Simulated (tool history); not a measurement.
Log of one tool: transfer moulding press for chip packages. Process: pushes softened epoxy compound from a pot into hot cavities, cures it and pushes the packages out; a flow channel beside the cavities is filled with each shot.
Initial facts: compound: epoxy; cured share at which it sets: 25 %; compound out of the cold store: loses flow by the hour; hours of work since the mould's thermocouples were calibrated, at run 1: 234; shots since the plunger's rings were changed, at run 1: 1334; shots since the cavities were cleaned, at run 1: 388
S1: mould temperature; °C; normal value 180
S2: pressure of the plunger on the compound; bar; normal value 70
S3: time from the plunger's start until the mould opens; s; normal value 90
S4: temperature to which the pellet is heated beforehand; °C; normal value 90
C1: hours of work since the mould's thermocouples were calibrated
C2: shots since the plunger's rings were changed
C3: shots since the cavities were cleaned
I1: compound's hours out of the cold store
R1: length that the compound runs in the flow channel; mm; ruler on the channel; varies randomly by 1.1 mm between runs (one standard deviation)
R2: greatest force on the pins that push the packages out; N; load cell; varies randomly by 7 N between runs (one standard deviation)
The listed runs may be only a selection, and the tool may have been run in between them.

Run 1, hour 0: usual settings; C1 234; C2 1334; C3 388; I1 11.6. Result: R1 537 mm, R2 419 N.
Run 2, hour 48.1: usual settings but S2 57.2 bar; C1 260; C2 1875; C3 929; I1 47.7. Result: R1 382 mm, R2 464 N.
At hour 53.1: cavities cleaned with cleaning compound and waxed.
Run 3, hour 102.9: usual settings but S2 57.2 bar; C1 288; C2 2475; C3 560; I1 41.9. Result: R1 393 mm, R2 408 N.
At hour 139.1: cavities cleaned with cleaning compound and waxed.
Run 4, hour 158.5: usual settings but S2 57.2 bar; C1 317; C2 3083; C3 218; I1 26.2. Result: R1 431 mm, R2 349 N.
Run 5, hour 198.6: usual settings but S2 57.2 bar; C1 338; C2 3535; C3 670; I1 15.2. Result: R1 463 mm, R2 450 N.
At hour 226.5: cavities cleaned with cleaning compound and waxed.
Run 6, hour 226.5: usual settings but S2 86.5 bar; C1 352; C2 3832; C3 0; I1 9.8. Result: R1 587 mm, R2 275 N.
Run 7, hour 265.2: usual settings but S2 86.5 bar; C1 372; C2 4267; C3 435; I1 47.6. Result: R1 460 mm, R2 379 N.
At hour 295.8: plunger's sealing rings changed.
Run 8, hour 310.6: usual settings but S4 96 °C; C1 395; C2 167; C3 917; I1 8.7. Result: R1 548 mm, R2 481 N.
At hour 315.1: cavities cleaned with cleaning compound and waxed.
Run 9, hour 333.8: usual settings but S4 96 °C; C1 406; C2 411; C3 210; I1 38.7. Result: R1 450 mm, R2 333 N.
Run 10, hour 360.1: usual settings but S4 96 °C; C1 420; C2 707; C3 506; I1 22. Result: R1 498 mm, R2 403 N.
At hour 402: cavities cleaned with cleaning compound and waxed.
Run 11, hour 402: usual settings but S4 96 °C; C1 442; C2 1162; C3 0; I1 10.9. Result: R1 533 mm, R2 261 N.
Run 12, hour 440.7: usual settings but S4 96 °C; C1 462; C2 1596; C3 434; I1 40.7. Result: R1 439 mm, R2 378 N.
Run 13, hour 481.2: usual settings but S3 111 s; C1 483; C2 2052; C3 890; I1 14.8. Result: R1 519 mm, R2 347 N.
At hour 489.9: cavities cleaned with cleaning compound and waxed.
At hour 499: mould's thermocouples calibrated.
Run 14, hour 538.1: usual settings but S1 175 °C, S3 111 s; C1 21; C2 2652; C3 519; I1 17.7. Result: R1 519 mm, R2 410 N.
Run 15, hour 566.4: usual settings but S2 52.2 bar, S3 80 s; C1 36; C2 2971; C3 838; I1 22.5. Result: R1 424 mm, R2 664 N.
At hour 581.2: cavities cleaned with cleaning compound and waxed.
Run 16, hour 618.5: usual settings but S2 52.2 bar, S3 80 s; C1 62; C2 3540; C3 419; I1 46.8. Result: R1 360 mm, R2 518 N.
Run 17, hour 656.6: usual settings but S3 113 s, S4 89 °C; C1 83; C2 3969; C3 848; I1 33.3. Result: R1 456 mm, R2 340 N.
At hour 668.1: cavities cleaned with cleaning compound and waxed.
Run 18, hour 710.8: usual settings but S3 113 s, S4 89 °C; C1 110; C2 4562; C3 480; I1 10.9. Result: R1 525 mm, R2 290 N.
At hour 715.7: plunger's sealing rings changed.
At hour 759.5: cavities cleaned with cleaning compound and waxed.
Run 19, hour 768.2: usual settings but S2 85.1 bar, S3 124 s; C1 139; C2 575; C3 99; I1 38.1. Result: R1 499 mm, R2 202 N.
Run 20, hour 797.3: usual settings but S2 85.1 bar, S3 124 s; C1 154; C2 901; C3 425; I1 15.1. Result: R1 580 mm, R2 270 N.
Run 21, hour 824.8: usual settings but S1 179 °C, S3 95 s, S4 89 °C; C1 169; C2 1211; C3 735; I1 46.7. Result: R1 429 mm, R2 416 N.
At hour 847.3: cavities cleaned with cleaning compound and waxed.
Run 22, hour 876.7: usual settings but S1 173 °C, S2 79.4 bar, S3 98 s; C1 195; C2 1778; C3 331; I1 37.3. Result: R1 499 mm, R2 497 N.
Run 23, hour 921.9: usual settings but S1 173 °C, S2 79.4 bar, S3 98 s; C1 219; C2 2286; C3 839; I1 22.9. Result: R1 544 mm, R2 651 N.
At hour 933.1: cavities cleaned with cleaning compound and waxed.
Run 24, hour 951.7: usual settings but S1 188 °C, S3 113 s, S4 91 °C; C1 234; C2 2604; C3 208; I1 41. Result: R1 424 mm, R2 219 N.
Run 25, hour 984.3: usual settings but S2 70.9 bar, S4 86 °C; C1 251; C2 2972; C3 576; I1 45.9. Result: R1 426 mm, R2 432 N.
At hour 1019.4: cavities cleaned with cleaning compound and waxed.
Run 26, hour 1034.4: usual settings but S2 60.5 bar, S3 75 s; C1 277; C2 3518; C3 169; I1 27.1. Result: R1 442 mm, R2 520 N.
Run 27, hour 1085.9: usual settings but S2 60.5 bar, S3 75 s; C1 304; C2 4097; C3 748; I1 10.6. Result: R1 489 mm, R2 792 N.

Run by run, hidden condition taken away, random variation retained:
What the log doesn't record here: true mould temperature over the reading, C; pressure that reaches the compound, % of what is set; grip of the stained cavities, % over clean ones'; drift of the gauge itself on flow_mm, %; drift of the gauge itself on push_out_n, %.
run   R1   R2
  1  545  314
  2  390  277
  3  403  275
  4  446  290
  5  480  287
  6  610  298
  7  480  277
  8  554  293
  9  455  276
 10  506  279
 11  544  279
 12  449  271
 13  533  204
 14  533  264
 15  437  384
 16  373  344
 17  474  191
 18  549  190
 19  503  175
 20  586  184
 21  434  254
 22  508  371
 23  556  387
 24  435  169
 25  439  281
 26  458  444
 27  509  487
